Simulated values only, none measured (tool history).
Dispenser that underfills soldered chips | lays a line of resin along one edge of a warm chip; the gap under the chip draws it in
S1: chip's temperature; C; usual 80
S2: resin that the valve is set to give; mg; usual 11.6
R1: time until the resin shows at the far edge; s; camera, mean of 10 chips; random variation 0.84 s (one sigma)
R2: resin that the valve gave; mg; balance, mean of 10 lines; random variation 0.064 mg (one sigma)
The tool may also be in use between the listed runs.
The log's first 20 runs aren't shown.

run,hour,S1,S2,R1,R2
21,137.3,69,13.0,254.2,12.62
# hour 139.3: new syringe of resin
22,143.0,93,13.1,51.3,12.45
23,147.3,78,13.7,122.9,13.10
# hour 154.9: new syringe of resin
24,155.4,67,14.8,154.7,14.14
25,161.4,67,14.8,194.6,14.24
26,168.5,68,10.8,269.6,10.32
# hour 170.6: new syringe of resin
27,176.4,76,11.6,128.9,11.00
# hour 181.6: dispensing valve cleaned and set on the balance
28,184.4,89,14.8,90.5,14.73
# hour 187.4: new syringe of resin
29,191.4,74,10.8,132.4,10.85
30,198.8,74,10.8,178.1,10.75
# hour 203.2: new syringe of resin
31,206.4,74,12.2,128.9,12.11
32,211.8,72,14.1,169.7,13.91
33,215.7,91,14.8,83.0,14.59
# hour 218.8: new syringe of resin
34,222.1,89,12.4,63.5,12.11
35,229.0,75,10.1,170.0,9.95
# hour 234.5: new syringe of resin
36,234.5,75,10.1,114.5,9.89

Forecast each of these 3 alternatives for the next run:
A,240.4,75,10.0,?,?
B,240.4,80,13.1,?,?
C,240.4,95,10.1,?,?

run,R1,R2
A,143.5,9.79
B,106.6,12.81
C,59.5,9.91
Without the tool's hidden state the same runs would have given:
run,R1,R2
A,102.4,9.97
B,76.8,13.04
C,42.7,10.09
